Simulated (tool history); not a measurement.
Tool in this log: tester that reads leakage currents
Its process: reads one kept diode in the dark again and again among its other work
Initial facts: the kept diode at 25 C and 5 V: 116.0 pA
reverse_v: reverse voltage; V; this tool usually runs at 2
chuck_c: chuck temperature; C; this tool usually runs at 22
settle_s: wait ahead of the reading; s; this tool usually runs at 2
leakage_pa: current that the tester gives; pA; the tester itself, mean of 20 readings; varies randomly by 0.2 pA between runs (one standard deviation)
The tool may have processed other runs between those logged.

run 1 hour=0 | reverse_v=2 chuck_c=22 settle_s=2 | leakage_pa=64.46
run 2 hour=20.3 | reverse_v=2 chuck_c=22 settle_s=2 | leakage_pa=63.94
run 3 hour=35.6 | reverse_v=2 chuck_c=22 settle_s=2 | leakage_pa=63.93
run 4 hour=52.7 | reverse_v=2 chuck_c=22 settle_s=2 | leakage_pa=63.91
run 5 hour=80.3 | reverse_v=2 chuck_c=22 settle_s=2 | leakage_pa=63.26
run 6 hour=104.5 | reverse_v=2 chuck_c=22 settle_s=2 | leakage_pa=63.32
run 7 hour=125.2 | reverse_v=2 chuck_c=22 settle_s=2 | leakage_pa=63.16
run 8 hour=153.9 | reverse_v=2 chuck_c=22 settle_s=2 | leakage_pa=62.96
run 9 hour=178.5 | reverse_v=2 chuck_c=25 settle_s=2 | leakage_pa=83.42
run 10 hour=196.4 | reverse_v=2 chuck_c=25 settle_s=2 | leakage_pa=83.31
run 11 hour=227.2 | reverse_v=2 chuck_c=25 settle_s=2 | leakage_pa=83.26
run 12 hour=244.4 | reverse_v=2 chuck_c=22 settle_s=2 | leakage_pa=62.43
run 13 hour=278 | reverse_v=1.89 chuck_c=23 settle_s=0.76 | leakage_pa=67.36
run 14 hour=310 | reverse_v=2 chuck_c=31 settle_s=1.55 | leakage_pa=144.52
run 15 hour=338.3 | reverse_v=2.31 chuck_c=31 settle_s=1.55 | leakage_pa=151.08
run 16 hour=376 | reverse_v=13.38 chuck_c=31 settle_s=0.32 | leakage_pa=281.96
run 17 hour=407.9 | reverse_v=17.89 chuck_c=26 settle_s=5.39 | leakage_pa=199.46
run 18 hour=443.5 | reverse_v=17.89 chuck_c=57 settle_s=8.95 | leakage_pa=2702.37

Run 19 has not been measured yet. What should we expect?
run 19 hour=468.3 | reverse_v=17.89 chuck_c=57 settle_s=8.95 | leakage_pa=?

{"run 19": {"leakage_pa": 2674.84}}
On a tool with no hidden condition, and with the same random variation, this run would have come out at leakage_pa 2817.74 pA.
